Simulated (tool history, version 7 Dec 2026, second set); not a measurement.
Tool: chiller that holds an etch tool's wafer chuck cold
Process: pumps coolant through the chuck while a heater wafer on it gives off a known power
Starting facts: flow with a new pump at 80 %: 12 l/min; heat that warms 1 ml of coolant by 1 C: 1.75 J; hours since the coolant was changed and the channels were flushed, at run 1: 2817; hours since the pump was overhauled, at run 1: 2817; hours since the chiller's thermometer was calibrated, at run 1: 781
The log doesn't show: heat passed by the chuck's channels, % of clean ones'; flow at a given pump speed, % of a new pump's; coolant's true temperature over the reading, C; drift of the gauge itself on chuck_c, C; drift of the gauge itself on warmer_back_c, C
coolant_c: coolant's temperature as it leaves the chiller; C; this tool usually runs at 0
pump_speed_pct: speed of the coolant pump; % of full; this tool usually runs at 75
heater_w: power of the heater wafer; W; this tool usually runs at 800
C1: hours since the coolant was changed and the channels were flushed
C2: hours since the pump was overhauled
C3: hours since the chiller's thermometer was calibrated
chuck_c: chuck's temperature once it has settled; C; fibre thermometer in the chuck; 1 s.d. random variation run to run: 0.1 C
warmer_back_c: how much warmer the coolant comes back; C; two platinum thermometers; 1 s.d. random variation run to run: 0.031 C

run 1 day=0.000 | coolant_c=0 pump_speed_pct=75 heater_w=800 | C1=2817 C2=2817 C3=781 | chuck_c=7.5 warmer_back_c=2.44
run 2 day=3.308 | coolant_c=0 pump_speed_pct=83 heater_w=800 | C1=2897 C2=2897 C3=861 | chuck_c=6.8 warmer_back_c=2.21
run 3 day=10.433 | coolant_c=2 pump_speed_pct=75 heater_w=800 | C1=3068 C2=3068 C3=1032 | chuck_c=9.3 warmer_back_c=2.44
run 4 day=17.988 | coolant_c=0 pump_speed_pct=75 heater_w=459 | C1=3249 C2=3249 C3=1213 | chuck_c=4.2 warmer_back_c=1.35
run 5 day=25.192 | coolant_c=0 pump_speed_pct=75 heater_w=459 | C1=3422 C2=3422 C3=1386 | chuck_c=4.2 warmer_back_c=1.38
run 6 day=31.788 | coolant_c=0 pump_speed_pct=75 heater_w=459 | C1=3580 C2=3580 C3=1544 | chuck_c=4.3 warmer_back_c=1.39
run 7 day=38.317 | coolant_c=0 pump_speed_pct=75 heater_w=459 | C1=3737 C2=3737 C3=1701 | chuck_c=4.2 warmer_back_c=1.37
run 8 day=42.704 | coolant_c=0 pump_speed_pct=75 heater_w=459 | C1=3842 C2=3842 C3=1806 | chuck_c=4.2 warmer_back_c=1.35
-- day=44.104 coolant changed, channels flushed
run 9 day=48.133 | coolant_c=0 pump_speed_pct=88 heater_w=800 | C1=97 C2=3966 C3=1931 | chuck_c=6.5 warmer_back_c=2.01
run 10 day=54.512 | coolant_c=0 pump_speed_pct=88 heater_w=800 | C1=250 C2=4119 C3=2084 | chuck_c=6.6 warmer_back_c=1.95
run 11 day=59.142 | coolant_c=0 pump_speed_pct=91 heater_w=800 | C1=361 C2=4231 C3=2195 | chuck_c=6.4 warmer_back_c=1.91
run 12 day=65.475 | coolant_c=0 pump_speed_pct=91 heater_w=800 | C1=513 C2=4383 C3=2347 | chuck_c=6.4 warmer_back_c=1.90
run 13 day=72.025 | coolant_c=0 pump_speed_pct=91 heater_w=800 | C1=670 C2=4540 C3=2504 | chuck_c=6.4 warmer_back_c=1.91
run 14 day=78.821 | coolant_c=0 pump_speed_pct=91 heater_w=743 | C1=833 C2=4703 C3=2667 | chuck_c=6.0 warmer_back_c=1.73
run 15 day=83.812 | coolant_c=0 pump_speed_pct=98 heater_w=800 | C1=953 C2=4823 C3=2787 | chuck_c=6.0 warmer_back_c=1.74
run 16 day=89.317 | coolant_c=0 pump_speed_pct=98 heater_w=800 | C1=1085 C2=4955 C3=2919 | chuck_c=6.0 warmer_back_c=1.72
run 17 day=95.138 | coolant_c=0 pump_speed_pct=98 heater_w=661 | C1=1225 C2=5094 C3=3059 | chuck_c=5.1 warmer_back_c=1.37
run 18 day=101.462 | coolant_c=0 pump_speed_pct=98 heater_w=661 | C1=1377 C2=5246 C3=3211 | chuck_c=5.1 warmer_back_c=1.40
run 19 day=108.621 | coolant_c=0 pump_speed_pct=75 heater_w=647 | C1=1548 C2=5418 C3=3382 | chuck_c=5.9 warmer_back_c=1.83
run 20 day=116.196 | coolant_c=6 pump_speed_pct=82 heater_w=1179 | C1=1730 C2=5600 C3=3564 | chuck_c=16.3 warmer_back_c=3.18
run 21 day=122.796 | coolant_c=6 pump_speed_pct=82 heater_w=1179 | C1=1889 C2=5758 C3=3723 | chuck_c=16.1 warmer_back_c=3.11
run 22 day=129.083 | coolant_c=6 pump_speed_pct=82 heater_w=1179 | C1=2040 C2=5909 C3=3873 | chuck_c=16.2 warmer_back_c=3.14
run 23 day=134.775 | coolant_c=1 pump_speed_pct=75 heater_w=402 | C1=2176 C2=6046 C3=4010 | chuck_c=4.7 warmer_back_c=1.09
run 24 day=141.562 | coolant_c=-6 pump_speed_pct=75 heater_w=1193 | C1=2339 C2=6209 C3=4173 | chuck_c=4.9 warmer_back_c=3.48
run 25 day=146.558 | coolant_c=0 pump_speed_pct=68 heater_w=800 | C1=2459 C2=6329 C3=4293 | chuck_c=7.9 warmer_back_c=2.53
run 26 day=150.733 | coolant_c=0 pump_speed_pct=68 heater_w=800 | C1=2559 C2=6429 C3=4393 | chuck_c=8.0 warmer_back_c=2.53
run 27 day=157.067 | coolant_c=0 pump_speed_pct=68 heater_w=800 | C1=2711 C2=6581 C3=4545 | chuck_c=7.9 warmer_back_c=2.47
run 28 day=165.108 | coolant_c=-7 pump_speed_pct=88 heater_w=791 | C1=2904 C2=6774 C3=4738 | chuck_c=-0.4 warmer_back_c=1.79
-- day=167.550 chiller's thermometer calibrated
run 29 day=171.454 | coolant_c=-7 pump_speed_pct=73 heater_w=734 | C1=3055 C2=6925 C3=94 | chuck_c=-0.1 warmer_back_c=2.07
run 30 day=178.917 | coolant_c=7 pump_speed_pct=75 heater_w=800 | C1=3235 C2=7104 C3=273 | chuck_c=14.4 warmer_back_c=2.25
-- day=183.379 gauge calibrated
run 31 day=184.933 | coolant_c=10 pump_speed_pct=75 heater_w=922 | C1=3379 C2=7249 C3=417 | chuck_c=18.4 warmer_back_c=2.79
run 32 day=189.421 | coolant_c=-7 pump_speed_pct=87 heater_w=1157 | C1=3487 C2=7356 C3=525 | chuck_c=2.6 warmer_back_c=2.97

4 ways to go on from here, each from the tool as it stands after run 32. What would each give?
run A day=194.421 | coolant_c=-8 pump_speed_pct=75 heater_w=800 | C1=3607 C2=7476 C3=645 | chuck_c=? warmer_back_c=?
run B day=194.421 | coolant_c=0 pump_speed_pct=97 heater_w=800 | C1=3607 C2=7476 C3=645 | chuck_c=? warmer_back_c=?
run C day=194.421 | coolant_c=0 pump_speed_pct=72 heater_w=601 | C1=3607 C2=7476 C3=645 | chuck_c=? warmer_back_c=?
run D day=194.421 | coolant_c=3 pump_speed_pct=75 heater_w=696 | C1=3607 C2=7476 C3=645 | chuck_c=? warmer_back_c=?

run=A chuck_c=-0.6 warmer_back_c=2.42
run=B chuck_c=6.0 warmer_back_c=1.89
run=C chuck_c=5.7 warmer_back_c=1.93
run=D chuck_c=9.5 warmer_back_c=2.16
Without the tool's unlogged condition, the same runs would have read:
run=A chuck_c=-0.6 warmer_back_c=2.43
run=B chuck_c=5.9 warmer_back_c=1.89
run=C chuck_c=5.6 warmer_back_c=1.93
run=D chuck_c=9.4 warmer_back_c=2.16
